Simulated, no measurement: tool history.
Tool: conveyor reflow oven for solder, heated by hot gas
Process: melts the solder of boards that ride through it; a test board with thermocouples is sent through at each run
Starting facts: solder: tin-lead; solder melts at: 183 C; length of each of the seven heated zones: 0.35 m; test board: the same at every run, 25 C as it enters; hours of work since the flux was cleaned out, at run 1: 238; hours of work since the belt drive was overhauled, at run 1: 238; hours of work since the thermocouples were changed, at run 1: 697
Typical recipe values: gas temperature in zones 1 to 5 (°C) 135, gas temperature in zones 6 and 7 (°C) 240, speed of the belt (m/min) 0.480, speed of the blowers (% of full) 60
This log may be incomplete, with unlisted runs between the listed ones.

run,hour,gas temperature in zones 1 to 5 (°C),gas temperature in zones 6 and 7 (°C),speed of the belt (m/min),speed of the blowers (% of full),hours of work since the flux was cleaned out,hours of work since the belt drive was overhauled,hours of work since the thermocouples were changed,highest temperature of the board (°C),time above the solder's melting point (s)
1,0.0,135,240,0.480,60,238,238,697,217.6,63.4
2,22.6,135,240,0.480,60,249,249,708,217.5,63.5
3,36.3,135,240,0.480,60,255,255,715,218.0,64.7
4,55.6,135,240,0.480,60,265,265,724,217.9,64.1
5,68.0,135,240,0.480,56,271,271,730,215.3,61.8
6,79.3,135,240,0.480,60,276,276,736,218.1,63.6
7,99.6,135,240,0.480,60,286,286,746,217.8,63.1
8,116.9,135,240,0.480,60,295,295,754,217.7,63.5
9,141.0,135,240,0.480,70,306,306,766,221.2,67.3
10,159.0,135,240,0.480,70,315,315,775,221.6,67.9
11,173.8,135,240,0.480,70,322,322,782,221.5,66.9
12,184.2,135,240,0.480,70,327,327,787,221.6,68.0
13,203.9,135,240,0.480,70,337,337,796,221.3,67.0
14,228.9,135,240,0.480,70,349,349,808,221.4,68.1
15,243.5,135,240,0.480,70,356,356,816,221.2,67.3
16,264.4,135,240,0.480,55,366,366,826,214.7,60.8
17,283.1,134,246,0.480,70,375,375,835,226.1,71.3
# hour 300.3: flux residue cleaned out of gas plates and filters
18,304.3,134,246,0.480,70,2,383,843,228.6,73.0
19,316.6,134,246,0.480,70,8,389,849,228.5,73.0
20,334.1,135,251,0.480,86,16,397,857,238.2,80.2
21,347.8,135,251,0.480,86,23,404,864,237.5,78.8
22,368.5,135,251,0.404,61,33,414,874,234.8,91.8
23,383.2,130,240,0.480,54,40,421,881,215.1,60.3
24,405.4,135,229,0.555,60,51,432,892,204.6,42.0
25,420.9,139,238,0.480,69,58,440,899,221.9,70.0
26,441.1,135,236,0.480,60,68,449,909,216.2,62.9
27,465.0,135,240,0.480,51,80,461,920,215.4,60.1
28,486.7,135,240,0.480,51,90,471,931,214.4,61.8
29,505.4,121,236,0.536,87,99,480,940,218.5,55.1
30,517.9,135,242,0.480,60,105,487,946,220.4,66.9

What differs in the tool's unlogged condition from the final listed run ahead of each entry between runs to the first listed run following it?
Logged between run 17 and run 18: flux residue cleaned out of gas plates and filters (hour 300.3)
  heat that the gas passes to the board, % of a clean oven's: 91.8 -> 98.4; belt's true speed, % of the reading: 99.04 -> 99.02; true gas temperature in zones 6 and 7 over the reading, C: 1.65 -> 1.67
  the result without the hidden state subtracted from the measured one, highest temperature of the board (°C): -0.9 -> +1.4; time above the solder's melting point (s): -0.2 -> +1.6
